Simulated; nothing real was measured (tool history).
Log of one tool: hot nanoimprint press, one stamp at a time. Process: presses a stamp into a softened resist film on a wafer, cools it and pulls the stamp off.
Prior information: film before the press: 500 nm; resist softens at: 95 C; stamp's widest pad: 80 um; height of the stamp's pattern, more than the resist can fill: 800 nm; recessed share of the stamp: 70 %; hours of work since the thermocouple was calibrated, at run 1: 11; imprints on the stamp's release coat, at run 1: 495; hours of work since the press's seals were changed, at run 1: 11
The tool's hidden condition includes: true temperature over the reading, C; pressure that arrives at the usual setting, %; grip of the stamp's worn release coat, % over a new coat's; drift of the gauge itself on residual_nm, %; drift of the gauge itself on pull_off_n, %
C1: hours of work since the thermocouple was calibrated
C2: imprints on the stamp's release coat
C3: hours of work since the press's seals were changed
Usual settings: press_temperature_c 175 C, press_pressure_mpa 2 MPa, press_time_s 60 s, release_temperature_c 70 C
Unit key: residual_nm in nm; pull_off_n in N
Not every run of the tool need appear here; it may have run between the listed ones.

{"run": 1, "hour": 0.0, "press_temperature_c": 175, "press_pressure_mpa": 2, "press_time_s": 60, "release_temperature_c": 70, "C1": 11, "C2": 495, "C3": 11, "residual_nm": 218.4, "pull_off_n": 230}
{"run": 2, "hour": 17.4, "press_temperature_c": 170, "press_pressure_mpa": 2, "press_time_s": 60, "release_temperature_c": 70, "C1": 21, "C2": 524, "C3": 21, "residual_nm": 264.9, "pull_off_n": 217}
{"run": 3, "hour": 30.3, "press_temperature_c": 170, "press_pressure_mpa": 2, "press_time_s": 60, "release_temperature_c": 70, "C1": 27, "C2": 547, "C3": 27, "residual_nm": 265.3, "pull_off_n": 225}
{"run": 4, "hour": 42.9, "press_temperature_c": 170, "press_pressure_mpa": 2, "press_time_s": 60, "release_temperature_c": 70, "C1": 34, "C2": 568, "C3": 34, "residual_nm": 265.3, "pull_off_n": 217}
{"run": 5, "hour": 54.2, "press_temperature_c": 170, "press_pressure_mpa": 2, "press_time_s": 60, "release_temperature_c": 70, "C1": 40, "C2": 587, "C3": 40, "residual_nm": 263.9, "pull_off_n": 220}
{"run": 6, "hour": 75.1, "press_temperature_c": 170, "press_pressure_mpa": 2, "press_time_s": 60, "release_temperature_c": 70, "C1": 52, "C2": 623, "C3": 52, "residual_nm": 262.9, "pull_off_n": 238}
{"run": 7, "hour": 87.7, "press_temperature_c": 170, "press_pressure_mpa": 2, "press_time_s": 60, "release_temperature_c": 70, "C1": 58, "C2": 645, "C3": 58, "residual_nm": 263.7, "pull_off_n": 233}
{"run": 8, "hour": 105.0, "press_temperature_c": 175, "press_pressure_mpa": 2, "press_time_s": 60, "release_temperature_c": 70, "C1": 68, "C2": 675, "C3": 68, "residual_nm": 216.3, "pull_off_n": 246}
{"run": 9, "hour": 127.8, "press_temperature_c": 175, "press_pressure_mpa": 2, "press_time_s": 60, "release_temperature_c": 70, "C1": 80, "C2": 714, "C3": 80, "residual_nm": 216.2, "pull_off_n": 239}
{"run": 10, "hour": 145.2, "press_temperature_c": 175, "press_pressure_mpa": 2, "press_time_s": 60, "release_temperature_c": 70, "C1": 89, "C2": 744, "C3": 89, "residual_nm": 216.3, "pull_off_n": 243}
{"run": 11, "hour": 160.6, "press_temperature_c": 175, "press_pressure_mpa": 2, "press_time_s": 60, "release_temperature_c": 70, "C1": 98, "C2": 770, "C3": 98, "residual_nm": 217.3, "pull_off_n": 246}
{"run": 12, "hour": 182.2, "press_temperature_c": 175, "press_pressure_mpa": 1.62, "press_time_s": 60, "release_temperature_c": 70, "C1": 109, "C2": 807, "C3": 109, "residual_nm": 237.6, "pull_off_n": 241}
{"run": 13, "hour": 204.9, "press_temperature_c": 175, "press_pressure_mpa": 1.62, "press_time_s": 60, "release_temperature_c": 70, "C1": 121, "C2": 846, "C3": 121, "residual_nm": 239.2, "pull_off_n": 244}
{"run": 14, "hour": 220.5, "press_temperature_c": 175, "press_pressure_mpa": 1.62, "press_time_s": 60, "release_temperature_c": 70, "C1": 130, "C2": 873, "C3": 130, "residual_nm": 238.7, "pull_off_n": 249}
{"run": 15, "hour": 235.5, "press_temperature_c": 175, "press_pressure_mpa": 1.62, "press_time_s": 60, "release_temperature_c": 70, "C1": 138, "C2": 898, "C3": 138, "residual_nm": 238.4, "pull_off_n": 253}
{"run": 16, "hour": 256.0, "press_temperature_c": 175, "press_pressure_mpa": 1.62, "press_time_s": 60, "release_temperature_c": 70, "C1": 149, "C2": 933, "C3": 149, "residual_nm": 237.6, "pull_off_n": 255}
{"run": 17, "hour": 272.0, "press_temperature_c": 183, "press_pressure_mpa": 1.87, "press_time_s": 60, "release_temperature_c": 70, "C1": 157, "C2": 961, "C3": 157, "residual_nm": 160.4, "pull_off_n": 267}
{"run": 18, "hour": 289.3, "press_temperature_c": 183, "press_pressure_mpa": 1.87, "press_time_s": 60, "release_temperature_c": 70, "C1": 167, "C2": 990, "C3": 167, "residual_nm": 159.6, "pull_off_n": 260}
{"run": 19, "hour": 306.8, "press_temperature_c": 183, "press_pressure_mpa": 1.87, "press_time_s": 60, "release_temperature_c": 70, "C1": 176, "C2": 1020, "C3": 176, "residual_nm": 159.2, "pull_off_n": 263}
{"run": 20, "hour": 324.9, "press_temperature_c": 183, "press_pressure_mpa": 1.87, "press_time_s": 60, "release_temperature_c": 70, "C1": 186, "C2": 1051, "C3": 186, "residual_nm": 159.7, "pull_off_n": 265}
{"run": 21, "hour": 346.1, "press_temperature_c": 183, "press_pressure_mpa": 1.87, "press_time_s": 60, "release_temperature_c": 70, "C1": 197, "C2": 1088, "C3": 197, "residual_nm": 158.3, "pull_off_n": 266}
{"run": 22, "hour": 367.1, "press_temperature_c": 175, "press_pressure_mpa": 2, "press_time_s": 60, "release_temperature_c": 72, "C1": 208, "C2": 1124, "C3": 208, "residual_nm": 211.9, "pull_off_n": 270}
{"run": 23, "hour": 380.7, "press_temperature_c": 175, "press_pressure_mpa": 2, "press_time_s": 60, "release_temperature_c": 72, "C1": 216, "C2": 1147, "C3": 216, "residual_nm": 212.5, "pull_off_n": 267}
{"run": 24, "hour": 399.6, "press_temperature_c": 175, "press_pressure_mpa": 2, "press_time_s": 60, "release_temperature_c": 70, "C1": 226, "C2": 1179, "C3": 226, "residual_nm": 212.9, "pull_off_n": 277}
{"run": 25, "hour": 417.3, "press_temperature_c": 177, "press_pressure_mpa": 2, "press_time_s": 60, "release_temperature_c": 62, "C1": 236, "C2": 1210, "C3": 236, "residual_nm": 196, "pull_off_n": 303}
{"run": 26, "hour": 440.6, "press_temperature_c": 175, "press_pressure_mpa": 2, "press_time_s": 47, "release_temperature_c": 64, "C1": 248, "C2": 1250, "C3": 248, "residual_nm": 232.4, "pull_off_n": 311}
{"run": 27, "hour": 458.7, "press_temperature_c": 177, "press_pressure_mpa": 1.67, "press_time_s": 36, "release_temperature_c": 59, "C1": 258, "C2": 1281, "C3": 258, "residual_nm": 257.7, "pull_off_n": 327}
{"run": 28, "hour": 469.2, "press_temperature_c": 167, "press_pressure_mpa": 2.07, "press_time_s": 42, "release_temperature_c": 70, "C1": 263, "C2": 1299, "C3": 263, "residual_nm": 318.7, "pull_off_n": 293}
{"run": 29, "hour": 491.3, "press_temperature_c": 175, "press_pressure_mpa": 1.83, "press_time_s": 60, "release_temperature_c": 70, "C1": 275, "C2": 1337, "C3": 275, "residual_nm": 221.5, "pull_off_n": 289}
{"run": 30, "hour": 504.0, "press_temperature_c": 175, "press_pressure_mpa": 2, "press_time_s": 76, "release_temperature_c": 70, "C1": 282, "C2": 1358, "C3": 282, "residual_nm": 194, "pull_off_n": 305}
{"run": 31, "hour": 520.4, "press_temperature_c": 175, "press_pressure_mpa": 2, "press_time_s": 76, "release_temperature_c": 70, "C1": 291, "C2": 1386, "C3": 291, "residual_nm": 193.1, "pull_off_n": 298}

3 options for the next run, each taken on its own from the tool as it stands now. Forecast them:
{"run": "A", "hour": 542.8, "press_temperature_c": 175, "press_pressure_mpa": 2, "press_time_s": 93, "release_temperature_c": 70, "C1": 303, "C2": 1425, "C3": 303, "residual_nm": "?", "pull_off_n": "?"}
{"run": "B", "hour": 542.8, "press_temperature_c": 175, "press_pressure_mpa": 2, "press_time_s": 30, "release_temperature_c": 75, "C1": 303, "C2": 1425, "C3": 303, "residual_nm": "?", "pull_off_n": "?"}
{"run": "C", "hour": 542.8, "press_temperature_c": 175, "press_pressure_mpa": 2, "press_time_s": 76, "release_temperature_c": 62, "C1": 303, "C2": 1425, "C3": 303, "residual_nm": "?", "pull_off_n": "?"}

run=A residual_nm=179.2 pull_off_n=307
run=B residual_nm=268.3 pull_off_n=296
run=C residual_nm=192.9 pull_off_n=318
Take away the tool's hidden state, keep each run's random variation, and the runs would have read:
run=A residual_nm=185.5 pull_off_n=184
run=B residual_nm=276.3 pull_off_n=178
run=C residual_nm=199.7 pull_off_n=191

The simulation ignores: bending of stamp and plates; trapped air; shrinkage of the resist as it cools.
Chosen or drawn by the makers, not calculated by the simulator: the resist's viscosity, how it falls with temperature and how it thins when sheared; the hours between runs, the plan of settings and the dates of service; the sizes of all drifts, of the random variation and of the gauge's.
